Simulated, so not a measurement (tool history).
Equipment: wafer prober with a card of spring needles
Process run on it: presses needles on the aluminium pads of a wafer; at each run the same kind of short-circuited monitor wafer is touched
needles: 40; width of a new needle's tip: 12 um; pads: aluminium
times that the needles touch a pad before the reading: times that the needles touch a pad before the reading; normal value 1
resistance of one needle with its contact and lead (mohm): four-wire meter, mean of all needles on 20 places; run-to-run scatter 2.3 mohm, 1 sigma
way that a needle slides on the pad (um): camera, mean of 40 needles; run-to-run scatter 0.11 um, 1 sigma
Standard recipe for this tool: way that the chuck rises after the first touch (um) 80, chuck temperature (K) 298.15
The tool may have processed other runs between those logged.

run	hour	way that the chuck rises after the first touch (um)	chuck temperature (K)	times that the needles touch a pad before the reading	resistance of one needle with its contact and lead (mohm)	way that a needle slides on the pad (um)
1	0.0	80	298.15	1	257	20.82
# hour 6.4: tips cleaned on abrasive film
# hour 14.6: tips cleaned on abrasive film
2	15.3	80	298.15	1	259	20.91
# hour 23.9: tips cleaned on abrasive film
# hour 32.9: tips cleaned on abrasive film
# hour 42.4: tips cleaned on abrasive film
3	42.4	80	298.15	1	258	20.85
# hour 50.9: tips cleaned on abrasive film
4	56.5	80	298.15	1	260	21.02
# hour 60.5: tips cleaned on abrasive film
# hour 69.9: tips cleaned on abrasive film
5	76.5	80	298.15	1	258	20.94
# hour 78.6: tips cleaned on abrasive film
# hour 88.6: tips cleaned on abrasive film
# hour 98.0: tips cleaned on abrasive film
6	98.4	80	298.15	1	258	21.01
# hour 107.6: tips cleaned on abrasive film
7	110.7	80	298.15	1	256	21.03
# hour 116.0: tips cleaned on abrasive film
# hour 126.0: tips cleaned on abrasive film
# hour 135.6: tips cleaned on abrasive film
8	136.1	80	298.15	1	261	21.24
# hour 144.6: tips cleaned on abrasive film
# hour 152.9: tips cleaned on abrasive film
# hour 161.6: tips cleaned on abrasive film
9	163.4	80	300.15	1	263	21.18
# hour 171.1: tips cleaned on abrasive film
# hour 180.8: tips cleaned on abrasive film
10	187.8	80	298.15	2	258	21.16
# hour 189.9: tips cleaned on abrasive film
# hour 199.4: tips cleaned on abrasive film
# hour 208.0: tips cleaned on abrasive film
11	214.6	80	298.15	2	258	21.32
# hour 216.5: tips cleaned on abrasive film
# hour 225.8: tips cleaned on abrasive film
12	233.7	80	365.15	2	277	21.56
# hour 235.7: tips cleaned on abrasive film
# hour 244.7: tips cleaned on abrasive film
# hour 253.3: tips cleaned on abrasive film
# hour 261.5: tips cleaned on abrasive film
13	261.5	80	365.15	1	281	21.40
# hour 270.5: tips cleaned on abrasive film
# hour 280.3: tips cleaned on abrasive film
# hour 282.6: height of the first contact set anew
14	288.1	80	298.15	1	260	21.38
# hour 290.1: tips cleaned on abrasive film
# hour 298.9: tips cleaned on abrasive film
# hour 307.1: tips cleaned on abrasive film
15	309.0	73	298.15	1	261	19.40
# hour 311.7: gauge calibrated
# hour 315.5: tips cleaned on abrasive film
# hour 324.4: tips cleaned on abrasive film
16	324.4	80	309.15	2	260	20.83
# hour 333.1: tips cleaned on abrasive film
# hour 341.9: tips cleaned on abrasive film
17	344.4	97	298.15	2	256	25.30
# hour 350.3: tips cleaned on abrasive film
# hour 360.2: tips cleaned on abrasive film
18	363.6	70	337.15	2	275	18.39
# hour 368.5: tips cleaned on abrasive film
# hour 378.7: tips cleaned on abrasive film
19	384.6	70	337.15	2	270	18.50
# hour 388.1: tips cleaned on abrasive film
# hour 397.6: tips cleaned on abrasive film
20	405.5	80	301.15	2	256	21.06
# hour 407.5: tips cleaned on abrasive film
# hour 416.0: tips cleaned on abrasive film
# hour 425.5: tips cleaned on abrasive film
21	427.3	99	298.15	1	251	26.36
# hour 434.1: tips cleaned on abrasive film
22	439.7	80	372.15	1	283	21.07
# hour 443.0: tips cleaned on abrasive film
# hour 451.6: tips cleaned on abrasive film
23	456.6	80	372.15	1	280	21.19
# hour 460.7: tips cleaned on abrasive film
# hour 469.9: tips cleaned on abrasive film
# hour 478.6: tips cleaned on abrasive film
24	478.6	73	312.15	2	265	19.25
# hour 488.5: tips cleaned on abrasive film
# hour 498.6: tips cleaned on abrasive film
# hour 507.5: tips cleaned on abrasive film
25	507.5	73	327.15	1	267	19.49
# hour 517.3: tips cleaned on abrasive film
# hour 526.1: tips cleaned on abrasive film
# hour 534.9: tips cleaned on abrasive film
26	537.6	62	321.15	1	270	16.72
# hour 543.3: tips cleaned on abrasive film
# hour 551.6: tips cleaned on abrasive film
27	556.0	62	321.15	1	272	16.66
# hour 560.9: tips cleaned on abrasive film
# hour 570.9: tips cleaned on abrasive film
# hour 580.6: tips cleaned on abrasive film
28	582.3	62	321.15	1	271	16.56

Forecast each of these 5 alternatives for the next run:
# hour 589.2: tips cleaned on abrasive film
# hour 598.0: tips cleaned on abrasive film
A	598.0	62	320.15	2	?	?
# hour 589.2: tips cleaned on abrasive film
# hour 598.0: tips cleaned on abrasive film
B	598.0	80	300.15	1	?	?
# hour 589.2: tips cleaned on abrasive film
# hour 598.0: tips cleaned on abrasive film
C	598.0	62	303.15	1	?	?
# hour 589.2: tips cleaned on abrasive film
# hour 598.0: tips cleaned on abrasive film
D	598.0	85	321.15	2	?	?
# hour 589.2: tips cleaned on abrasive film
# hour 598.0: tips cleaned on abrasive film
E	598.0	81	298.15	1	?	?

run	resistance of one needle with its contact and lead (mohm)	way that a needle slides on the pad (um)
A	271	16.50
B	259	21.30
C	264	16.66
D	266	22.55
E	255	21.79
Stripped of hidden state, with their random variation kept, the same runs would have yielded:
run	resistance of one needle with its contact and lead (mohm)	way that a needle slides on the pad (um)
A	271	16.09
B	259	20.77
C	264	16.25
D	266	21.99
E	255	21.25
